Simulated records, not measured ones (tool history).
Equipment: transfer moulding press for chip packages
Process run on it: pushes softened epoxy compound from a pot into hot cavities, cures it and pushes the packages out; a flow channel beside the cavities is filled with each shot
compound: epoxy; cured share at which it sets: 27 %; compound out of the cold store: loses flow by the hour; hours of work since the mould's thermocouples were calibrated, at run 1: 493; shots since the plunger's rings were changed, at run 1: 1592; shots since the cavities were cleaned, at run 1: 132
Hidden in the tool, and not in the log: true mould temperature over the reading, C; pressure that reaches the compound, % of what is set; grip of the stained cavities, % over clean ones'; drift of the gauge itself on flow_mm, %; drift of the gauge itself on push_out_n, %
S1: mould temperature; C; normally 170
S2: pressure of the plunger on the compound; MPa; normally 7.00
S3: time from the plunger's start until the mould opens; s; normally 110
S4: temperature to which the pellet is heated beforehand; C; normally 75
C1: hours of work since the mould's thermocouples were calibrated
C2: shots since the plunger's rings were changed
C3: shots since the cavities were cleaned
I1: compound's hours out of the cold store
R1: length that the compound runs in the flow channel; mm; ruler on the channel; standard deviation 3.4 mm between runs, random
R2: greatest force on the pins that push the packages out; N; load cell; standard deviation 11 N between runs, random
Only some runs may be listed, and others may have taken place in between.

run	hour	S1	S2	S3	S4	C1	C2	C3	I1	R1	R2
1	0.0	170	7.00	110	75	493	1592	132	45.7	577	598
2	13.2	170	7.00	110	75	504	1759	299	39.8	594	755
# hour 33.8: cavities cleaned with cleaning compound and waxed
3	33.8	163	7.00	110	75	519	2002	0	32.8	628	1684
4	49.8	170	7.00	110	75	531	2205	203	40.8	584	1060
5	61.1	170	7.00	110	75	540	2348	346	39.6	585	1126
# hour 78.9: cavities cleaned with cleaning compound and waxed
6	87.6	170	7.00	110	75	560	2665	110	45.5	575	580
7	101.8	170	7.00	110	74	572	2845	290	26.8	606	700
8	115.0	170	7.00	125	74	582	3012	457	46.6	568	716
# hour 123.5: cavities cleaned with cleaning compound and waxed
9	135.0	170	7.00	125	74	597	3247	145	10.6	629	567
# hour 139.9: cavities cleaned with cleaning compound and waxed, once more
10	149.1	170	7.00	125	74	607	3407	116	37.5	578	540
11	171.8	170	5.61	91	68	625	3696	405	24.2	540	1071
# hour 183.5: cavities cleaned with cleaning compound and waxed
12	183.9	170	7.00	141	71	633	3830	5	29.9	585	444
13	195.2	170	7.80	132	65	642	3973	148	40.6	599	573
14	210.5	166	8.27	149	69	654	4167	342	34.5	646	653
# hour 227.8: cavities cleaned with cleaning compound and waxed
15	235.2	166	8.27	149	69	673	4462	93	23.2	664	510
16	252.3	166	6.69	129	82	687	4679	310	27.8	579	690
17	264.6	177	8.57	125	67	696	4835	466	25.8	625	656
# hour 272.3: cavities cleaned with cleaning compound and waxed
18	276.8	175	6.51	140	70	705	4971	57	27.1	554	464
19	301.8	167	7.68	144	79	725	5288	374	8.4	656	647
# hour 316.6: cavities cleaned with cleaning compound and waxed
20	324.2	177	6.85	113	75	741	5554	97	30.0	551	481

Here are 4 independent what-if runs from the current tool condition. What would each one return?
A	337.9	173	6.85	113	77	752	5727	270	12.1	?	?
B	337.9	162	6.85	113	75	752	5727	270	8.0	?	?
C	337.9	163	8.73	110	75	752	5727	270	25.8	?	?
D	337.9	162	6.85	136	85	752	5727	270	10.0	?	?

run	R1	R2
A	589	605
B	637	1124
C	676	1085
D	632	791
With the hidden condition removed and each run's random variation left untouched, the same runs would have given:
run	R1	R2
A	642	450
B	696	897
C	739	863
D	691	617
